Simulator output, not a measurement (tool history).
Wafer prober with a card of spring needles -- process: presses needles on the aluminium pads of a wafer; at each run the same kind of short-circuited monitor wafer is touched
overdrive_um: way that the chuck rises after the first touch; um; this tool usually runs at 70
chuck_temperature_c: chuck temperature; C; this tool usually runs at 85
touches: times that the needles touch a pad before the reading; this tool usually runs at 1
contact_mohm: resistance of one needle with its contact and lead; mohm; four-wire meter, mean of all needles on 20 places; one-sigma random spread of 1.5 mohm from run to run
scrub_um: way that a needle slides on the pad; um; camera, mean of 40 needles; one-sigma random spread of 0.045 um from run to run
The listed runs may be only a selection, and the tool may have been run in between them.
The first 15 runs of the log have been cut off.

run	hour	overdrive_um	chuck_temperature_c	touches	touches since the tips were cleaned	cleanings since the card got new needles	touches since the first contact's height was set	contact_mohm	scrub_um
# hour 87.9: tips cleaned on abrasive film
16	91.3	86	85	1	1712	38	26730	157	23.96
17	95.8	86	85	1	4019	38	29037	161	23.88
# hour 97.2: tips cleaned on abrasive film
18	101.9	86	85	1	2360	39	32053	157	23.81
# hour 106.5: tips cleaned on abrasive film
19	111.1	86	85	1	2303	40	36646	157	23.7
# hour 115.6: tips cleaned on abrasive film
20	116.1	66	65	1	231	41	39114	148	18.15
21	120.9	66	65	1	2657	41	41540	165	18.1
# hour 124.7: tips cleaned on abrasive film
22	128.8	66	65	1	2081	42	45507	160	18.22
# hour 134: tips cleaned on abrasive film
23	136.5	68	85	2	1289	43	49355	155	18.63
24	142.5	61	85	2	4310	43	52376	165	16.74
# hour 143.4: tips cleaned on abrasive film
25	149	70	39	2	2867	44	55633	154	19.18
# hour 152.4: tips cleaned on abrasive film
26	158.3	70	39	2	2979	45	60253	152	19.16
# hour 161.7: tips cleaned on abrasive film
27	162.5	72	85	1	445	46	62356	151	19.67
# hour 171.1: tips cleaned on abrasive film
28	171.5	72	85	1	198	47	66825	152	19.68
29	175.6	55	85	1	2277	47	68904	175	15
# hour 180.1: tips cleaned on abrasive film
30	182.2	73	46	1	1045	48	72174	149	20
# hour 189.3: tips cleaned on abrasive film
31	191	67	58	1	858	49	76606	153	18.24
32	197.4	67	58	1	4080	49	79828	171	18.29
# hour 198.3: tips cleaned on abrasive film
33	206.6	70	109	1	4175	50	84408	172	19.08

Consider 4 possible next runs. They are alternatives, not a sequence: every one starts from the tool as it was left by run 33. What does each give?
# hour 207.3: tips cleaned on abrasive film
A	215.8	79	86	3	4283	51	89002	?	?
# hour 207.3: tips cleaned on abrasive film
B	215.8	82	109	1	4283	51	89002	?	?
# hour 207.3: tips cleaned on abrasive film
C	215.8	65	85	1	4283	51	89002	?	?
# hour 207.3: tips cleaned on abrasive film
D	215.8	70	48	1	4283	51	89002	?	?

run	contact_mohm	scrub_um
A	154	21.64
B	171	22.38
C	176	17.64
D	168	19.1
What these runs would have given with no unlogged condition in the tool:
run	contact_mohm	scrub_um
A	146	22.12
B	152	22.85
C	148	18.11
D	142	19.57
